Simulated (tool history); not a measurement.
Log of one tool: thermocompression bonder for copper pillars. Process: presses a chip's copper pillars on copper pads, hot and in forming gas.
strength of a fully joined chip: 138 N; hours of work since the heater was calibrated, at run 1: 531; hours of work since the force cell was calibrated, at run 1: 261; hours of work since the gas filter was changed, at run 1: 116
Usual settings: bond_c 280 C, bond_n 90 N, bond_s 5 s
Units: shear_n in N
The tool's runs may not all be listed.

run   hour  bond_c  bond_n  bond_s  hours of work since the heater was calibrated  hours of work since the force cell was calibrated  hours of work since the gas filter was changed  shear_n
  1    0.0     280      90       5                                            531                                                261                                             116     84.4
  2    7.8     280     101       5                                            537                                                267                                             122     94.2
  3   17.8     280      90       5                                            545                                                275                                             130     84.9
  4   27.9     280      90       5                                            553                                                282                                             137     86.8
  5   38.0     280      90       5                                            560                                                290                                             145     83.3
  6   45.7     280      90       5                                            566                                                296                                             151     84.1
  7   57.3     280      90      10                                            575                                                305                                             159    102.6
  8   65.5     280      87       5                                            581                                                311                                             166     82.2
  9   73.2     280      90       5                                            587                                                317                                             172     82.8
      79.7  -- forming gas filter changed
 10   87.7     280      90       5                                            598                                                327                                               6     90.2
 11   94.4     280      90       5                                            603                                                332                                              11     87.4
 12  102.0     280      90       5                                            608                                                338                                              17     88.5
 13  114.1     280      90       5                                            618                                                347                                              26     86.7
 14  124.2     280      90       5                                            625                                                355                                              34     85.8
 15  137.6     280      90       5                                            635                                                365                                              44     88.2
 16  148.3     280      90       5                                            644                                                373                                              52     85.8
 17  159.7     280      90       5                                            652                                                382                                              61     86.2
 18  173.7     280      90       5                                            663                                                393                                              71     85.4
 19  183.5     280      86       4                                            670                                                400                                              79     77.6
 20  197.9     284     120       6                                            681                                                411                                              90    110.4
 21  208.7     284     120       6                                            689                                                419                                              98    110.8
 22  220.6     288      55       5                                            698                                                428                                             107     54.8
 23  234.9     292      79       4                                            709                                                439                                             118     75.4
 24  249.5     280      90       7                                            720                                                450                                             129     89.4
 25  263.8     269      90      11                                            731                                                461                                             140     92.8
 26  272.4     280      90       5                                            738                                                467                                             146     84.3
 27  284.6     271      90       5                                            747                                                477                                             156     79.5
 28  297.3     290      74       3                                            757                                                486                                             165     62.0
 29  307.8     264      57      11                                            765                                                494                                             173     59.5
     312.3  -- forming gas filter changed
 30  319.3     280      90       7                                            773                                                503                                               5     94.5
 31  328.9     280      90       4                                            780                                                510                                              13     79.6
 32  339.8     280      90       4                                            789                                                518                                              21     79.9
 33  351.6     280      90       4                                            797                                                527                                              30     80.1
 34  364.3     298      90      12                                            807                                                537                                              39    114.1
 35  376.7     298      90      12                                            816                                                546                                              49    115.3
 36  387.6     252      89       4                                            825                                                554                                              57     59.8

Forecast each of these 4 alternatives for the next run:
  A  399.5     261      95       4                                            834                                                564                                              66        ?
  B  399.5     264      87       5                                            834                                                564                                              66        ?
  C  399.5     271      63       5                                            834                                                564                                              66        ?
  D  399.5     290      56       5                                            834                                                564                                              66        ?

run  shear_n
  A     68.8
  B     71.8
  C     54.1
  D     57.4
Without the tool's hidden state the same runs would have given:
run  shear_n
  A     80.2
  B     83.4
  C     64.1
  D     67.1
